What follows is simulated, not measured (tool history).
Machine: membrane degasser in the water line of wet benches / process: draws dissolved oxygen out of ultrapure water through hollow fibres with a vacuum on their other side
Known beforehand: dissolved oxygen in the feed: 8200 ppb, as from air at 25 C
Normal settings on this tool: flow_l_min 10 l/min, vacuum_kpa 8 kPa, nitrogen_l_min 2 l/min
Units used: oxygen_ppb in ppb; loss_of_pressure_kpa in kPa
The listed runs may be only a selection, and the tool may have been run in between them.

Run 1, hour 0: usual settings. Result: oxygen_ppb 144.7 ppb, loss_of_pressure_kpa 36.39 kPa.
Run 2, hour 119.7: usual settings. Result: oxygen_ppb 144.2 ppb, loss_of_pressure_kpa 36.54 kPa.
Run 3, hour 227.6: usual settings. Result: oxygen_ppb 143.2 ppb, loss_of_pressure_kpa 36.7 kPa.
Run 4, hour 359.8: usual settings. Result: oxygen_ppb 142.6 ppb, loss_of_pressure_kpa 36.48 kPa.
Run 5, hour 436.5: usual settings but nitrogen_l_min 0.87 l/min. Result: oxygen_ppb 218.7 ppb, loss_of_pressure_kpa 36.69 kPa.
Run 6, hour 570.3: usual settings but nitrogen_l_min 0.87 l/min. Result: oxygen_ppb 216.8 ppb, loss_of_pressure_kpa 36.67 kPa.
Run 7, hour 666.2: usual settings but nitrogen_l_min 0.87 l/min. Result: oxygen_ppb 214 ppb, loss_of_pressure_kpa 36.35 kPa.
Run 8, hour 791.1: usual settings. Result: oxygen_ppb 146.5 ppb, loss_of_pressure_kpa 36.58 kPa.
Run 9, hour 934.2: usual settings. Result: oxygen_ppb 146.6 ppb, loss_of_pressure_kpa 36.38 kPa.
Run 10, hour 1036.2: usual settings. Result: oxygen_ppb 146.1 ppb, loss_of_pressure_kpa 36.67 kPa.
Run 11, hour 1143.8: usual settings. Result: oxygen_ppb 144.6 ppb, loss_of_pressure_kpa 36.3 kPa.
Run 12, hour 1219.2: usual settings. Result: oxygen_ppb 146.8 ppb, loss_of_pressure_kpa 36.72 kPa.
Run 13, hour 1354.6: usual settings. Result: oxygen_ppb 143.4 ppb, loss_of_pressure_kpa 36.71 kPa.
Run 14, hour 1475: usual settings. Result: oxygen_ppb 149.4 ppb, loss_of_pressure_kpa 36.97 kPa.
Run 15, hour 1626.8: usual settings. Result: oxygen_ppb 147.7 ppb, loss_of_pressure_kpa 36.45 kPa.
Run 16, hour 1714.4: usual settings. Result: oxygen_ppb 147.4 ppb, loss_of_pressure_kpa 36.86 kPa.
Run 17, hour 1857.3: usual settings. Result: oxygen_ppb 146.4 ppb, loss_of_pressure_kpa 36.61 kPa.
Run 18, hour 1984.9: usual settings but flow_l_min 13 l/min, vacuum_kpa 17.24 kPa, nitrogen_l_min 5.09 l/min. Result: oxygen_ppb 276.4 ppb, loss_of_pressure_kpa 47.71 kPa.
Run 19, hour 2133: usual settings but flow_l_min 7 l/min. Result: oxygen_ppb 67.9 ppb, loss_of_pressure_kpa 25.82 kPa.
Run 20, hour 2211.4: usual settings but flow_l_min 7 l/min, vacuum_kpa 5.93 kPa, nitrogen_l_min 1.72 l/min. Result: oxygen_ppb 52.8 ppb, loss_of_pressure_kpa 26.01 kPa.
Run 21, hour 2293.1: usual settings but flow_l_min 12 l/min, vacuum_kpa 11.86 kPa, nitrogen_l_min 5.43 l/min. Result: oxygen_ppb 199.3 ppb, loss_of_pressure_kpa 44.21 kPa.
Run 22, hour 2368.4: usual settings but flow_l_min 8 l/min, vacuum_kpa 5.04 kPa. Result: oxygen_ppb 59 ppb, loss_of_pressure_kpa 29.41 kPa.
Run 23, hour 2472.9: usual settings but flow_l_min 14 l/min, vacuum_kpa 5.14 kPa, nitrogen_l_min 1.73 l/min. Result: oxygen_ppb 271.7 ppb, loss_of_pressure_kpa 51.57 kPa.
Run 24, hour 2552: usual settings but flow_l_min 9 l/min. Result: oxygen_ppb 117.4 ppb, loss_of_pressure_kpa 33.05 kPa.

What will run 25 give?
Run 25, hour 2672.6: usual settings but flow_l_min 7 l/min. Result: oxygen_ppb ?, loss_of_pressure_kpa ?.

{"run 25": {"oxygen_ppb": 70.3, "loss_of_pressure_kpa": 25.72}}
Were there no unlogged condition in the tool, this run, its random variation unchanged, would have produced oxygen_ppb 61.1 ppb, loss_of_pressure_kpa 25.21 kPa.
